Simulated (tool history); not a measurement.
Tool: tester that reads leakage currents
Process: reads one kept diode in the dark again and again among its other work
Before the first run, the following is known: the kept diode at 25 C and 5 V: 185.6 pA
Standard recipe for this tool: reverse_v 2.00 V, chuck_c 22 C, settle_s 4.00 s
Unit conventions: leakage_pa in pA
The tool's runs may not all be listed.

run    hour  reverse_v  chuck_c  settle_s  leakage_pa
  1     0.0       2.00       22      4.00       98.94
  2   170.0       2.00       22      4.00       99.07
  3   299.3       2.00       22      4.00       99.23
  4   399.6       2.00       22      4.00       99.18
  5   510.2       2.00       22      4.00       99.83
  6   698.2       2.00       22      4.00      100.25
  7   850.8       2.00       22      4.00      100.22
  8   998.1       2.00       22      2.38      100.81
  9  1175.9       2.00       22      4.00      100.77
 10  1264.2       2.00       22      4.00      101.62
 11  1433.5       2.00       22      4.00      101.80
 12  1597.0       2.00       22      1.72      100.60
 13  1720.5       2.00       22      1.72      100.31
 14  1803.1       2.00       22      1.72      100.71
 15  1897.7       1.23       22      4.00       82.42
 16  1987.4       1.23       22      4.00       82.65
 17  2114.5       2.00       22      4.00      101.44
 18  2224.0       2.00       49      4.00     1148.92
 19  2395.5       2.00       22      4.00      102.68
 20  2475.0       2.00       22      4.00      102.77
 21  2655.2       4.40       42      8.73      889.39
 22  2755.8       4.40       42      8.73      887.19
 23  2877.3       1.06       35      0.86      266.75
 24  3005.2       6.61       36      7.80      625.55
 25  3101.0       6.61       41      1.20      974.41
 26  3184.2      10.28       59      0.54     5064.05
 27  3324.9      16.28       40      2.31     1293.14
 28  3488.1       1.38       21      2.31       80.73
 29  3675.8       1.38       21      2.31       81.43
 30  3816.0       1.04       22      2.02       79.82
 31  3938.8       1.04       22      2.02       80.11
 32  4054.7       1.04       22      2.02       80.71
 33  4215.0       1.04       22      0.50       80.59
 34  4397.7       1.04       22      0.50       81.32
 35  4559.6       2.00       53      0.68     1599.39
 36  4671.8       1.97       24      4.00      124.33
 37  4789.5       1.97       24      4.00      116.79
 38  4917.9       1.01       56      0.84     1460.78
 39  5008.5       1.44       30      0.38      182.66
 40  5144.5       1.44       30      0.38      183.24

The log once held 4 entries between its listed runs, left out of this copy. Where does each go, and what is different about the tool's unlogged condition between the listed run before it and the listed run after it?
Run 11 -> run 12: probe card cleaned and baked (hour 1559.1)
  stray current of the dirty probe card, pA a volt: 0.904 -> 0.032; current scale over the true one, %: 1.96 -> 2.01; true chuck temperature over the reading, C: 0.31 -> 0.33
  measured less the result without the state, leakage_pa: +6.66 -> +5.15 pA
Run 28 -> run 29: tester calibrated (hour 3498.6)
  stray current of the dirty probe card, pA a volt: 0.35 -> 0.382; current scale over the true one, %: 2.55 -> 2.91; true chuck temperature over the reading, C: 0.6 -> 0.63
  measured less the result without the state, leakage_pa: +6.98 -> +7.54 pA
Run 34 -> run 35: tester calibrated, once more (hour 4521.0)
  stray current of the dirty probe card, pA a volt: 0.506 -> 0.531; current scale over the true one, %: 3.12 -> 0.15; true chuck temperature over the reading, C: 0.74 -> 0.76
  measured less the result without the state, leakage_pa: +8.40 -> +97.80 pA
Run 36 -> run 37: chuck's temperature calibrated (hour 4689.0)
  stray current of the dirty probe card, pA a volt: 0.547 -> 0.566; current scale over the true one, %: 0.18 -> 0.22; true chuck temperature over the reading, C: 0.77 -> 0.1
  measured less the result without the state, leakage_pa: +10.14 -> +2.46 pA
